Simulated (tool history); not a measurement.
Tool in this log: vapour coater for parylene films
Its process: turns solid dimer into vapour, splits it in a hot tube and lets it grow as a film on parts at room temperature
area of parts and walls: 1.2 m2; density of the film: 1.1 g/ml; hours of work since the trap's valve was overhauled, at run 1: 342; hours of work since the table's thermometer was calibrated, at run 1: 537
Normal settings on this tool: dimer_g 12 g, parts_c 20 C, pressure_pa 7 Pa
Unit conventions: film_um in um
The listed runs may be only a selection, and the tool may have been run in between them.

run,hour,dimer_g,parts_c,pressure_pa,hours of work since the trap's valve was overhauled,hours of work since the table's thermometer was calibrated,film_um
1,0,12,20,7,342,537,3.69
2,41.6,12,20,7,363,558,3.74
3,65,12,20,7,375,570,3.71
4,88.1,12,20,7,387,582,3.74
5,112.8,6,20,7,400,595,1.85
6,163.4,12,20,2.22,425,620,4.13
7,209.6,12,20,9.15,449,644,3.55
8,242.7,14,20,7,466,661,4.24
9,279.2,13,20,7,484,679,3.96
10,334.2,13,20,7,512,707,3.96
11,366.8,12,20,7,529,724,3.55
12,391.6,12,20,9.92,541,736,3.42
13,417.8,12,28,7,555,750,2.62
14,465.1,12,28,7,579,774,2.58
15,492.1,12,28,7,592,787,2.62
16,541.3,7,26,7,617,812,1.61
# hour 555.5: trap's valve overhauled
17,574.3,12,20,5.45,10,827,4.02
18,606,16,24,2,26,843,5.03
19,633.2,12,19,5.3,39,857,4.2
20,675.6,12,19,5.3,61,879,4.16
21,719.5,12,19,5.3,83,901,4.14
22,773,12,32,7.32,111,928,2.46
23,809.1,12,32,7.32,129,947,2.4
24,856.1,12,32,7.32,153,970,2.4
25,885.2,12,32,7.32,168,985,2.41
26,922.9,12,32,7.32,187,1004,2.41
27,946,13,25,7,198,1016,3.39
28,975.8,13,25,7,214,1031,3.38

Each row is a separate what-if for the run after 28, all from the same tool condition, not one after another. Results?
A,1012,12,31,7,232,1050,?
B,1012,12,13,7,232,1050,?
C,1012,6,25,7,232,1050,?
D,1012,5,31,4.17,232,1050,?

run,film_um
A,2.48
B,4.89
C,1.51
D,1.07
With the hidden condition removed and each run's random variation left untouched, the same runs would have given:
run,film_um
A,2.69
B,5.32
C,1.65
D,1.16
